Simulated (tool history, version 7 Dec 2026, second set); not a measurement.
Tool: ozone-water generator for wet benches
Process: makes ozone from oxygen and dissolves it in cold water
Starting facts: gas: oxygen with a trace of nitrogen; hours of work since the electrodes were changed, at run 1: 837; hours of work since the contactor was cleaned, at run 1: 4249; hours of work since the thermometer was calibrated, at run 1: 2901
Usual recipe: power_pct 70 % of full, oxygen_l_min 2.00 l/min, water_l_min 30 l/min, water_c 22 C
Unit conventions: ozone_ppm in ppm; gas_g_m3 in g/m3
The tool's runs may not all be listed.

run	hour	power_pct	oxygen_l_min	water_l_min	water_c	hours of work since the electrodes were changed	hours of work since the contactor was cleaned	hours of work since the thermometer was calibrated	ozone_ppm	gas_g_m3
1	0.0	70	2.00	30	22	837	4249	2901	7.19	167.3
2	50.0	70	2.00	30	22	867	4279	2931	7.14	166.7
3	135.3	70	2.00	30	22	919	4330	2982	7.23	167.7
4	199.4	70	2.00	30	22	957	4369	3021	7.26	166.5
5	286.4	70	2.00	19	22	1010	4422	3073	10.77	166.0
6	353.2	70	2.00	19	22	1050	4462	3114	11.03	166.3
7	417.7	70	2.00	19	22	1089	4501	3153	10.89	165.4
8	478.7	70	2.00	19	22	1126	4538	3190	10.66	166.0
9	533.9	76	2.00	30	22	1159	4571	3223	7.31	172.0
10	610.0	76	2.00	30	22	1205	4617	3269	7.46	173.1
11	689.9	70	2.00	30	22	1253	4665	3317	7.16	165.7
12	762.7	70	2.00	30	16	1297	4709	3361	7.35	164.8
13	835.6	70	2.00	40	22	1341	4753	3405	5.32	166.0
14	879.4	70	2.00	29	22	1368	4780	3431	7.39	165.1
15	956.1	70	2.00	29	22	1414	4826	3478	7.45	164.2
16	1043.0	70	2.00	29	19	1467	4878	3530	7.58	165.5
# hour 1073.0: water thermometer calibrated
17	1128.3	92	2.24	30	22	1518	4930	33	8.43	178.9
18	1181.9	92	2.24	30	22	1550	4962	66	8.55	181.1
19	1260.9	92	2.24	30	22	1598	5010	113	8.51	179.8
20	1333.3	92	2.24	30	22	1642	5053	157	8.47	179.6
21	1377.8	47	1.91	32	17	1668	5080	184	5.55	137.9
22	1420.1	64	2.60	40	22	1694	5106	210	5.76	141.8
23	1478.5	70	2.00	32	22	1729	5141	245	6.67	162.8
24	1554.9	70	2.00	32	22	1775	5187	291	6.41	164.5
25	1610.8	70	2.90	44	24	1809	5221	325	5.50	138.9
26	1683.6	70	2.90	44	24	1853	5265	369	5.55	138.9
27	1752.7	70	2.90	44	24	1895	5307	410	5.51	138.7
28	1797.9	70	2.90	44	24	1922	5334	438	5.56	137.8
29	1880.9	79	1.95	30	22	1972	5384	488	7.32	177.1
30	1929.1	75	2.00	25	27	2001	5413	517	8.26	170.8
31	2001.4	68	2.00	18	22	2045	5457	560	10.84	160.8
32	2039.5	68	2.00	18	30	2068	5480	583	9.92	160.8

Below, some changes in ozone_ppm between adjacent runs. For each, the amount present without the hidden state too (settings, incoming material, random variation) and the amount remaining for the hidden state with gauge scatter not shared by both compared results:
The hidden state here: yield of the discharge, % of new electrodes'; contactor's efficiency, % of a clean one's; true water temperature over the reading, C; drift of the gauge itself on ozone_ppm, %; drift of the gauge itself on gas_g_m3, %.
Run 4 -> 5: water_l_min 30 -> 19. ozone_ppm +3.51 ppm: hidden state -0.20, all else +3.71.
Run 8 -> 9: power_pct 70 -> 76, water_l_min 19 -> 30. ozone_ppm -3.35 ppm: hidden state +0.16, all else -3.51.
Run 20 -> 21: power_pct 92 -> 47, oxygen_l_min 2.24 -> 1.91, water_l_min 30 -> 32, water_c 22 -> 17. ozone_ppm -2.92 ppm: hidden state +0.36, all else -3.28.
Run 30 -> 31: power_pct 75 -> 68, water_l_min 25 -> 18, water_c 27 -> 22. ozone_ppm +2.58 ppm: hidden state -0.19, all else +2.77.
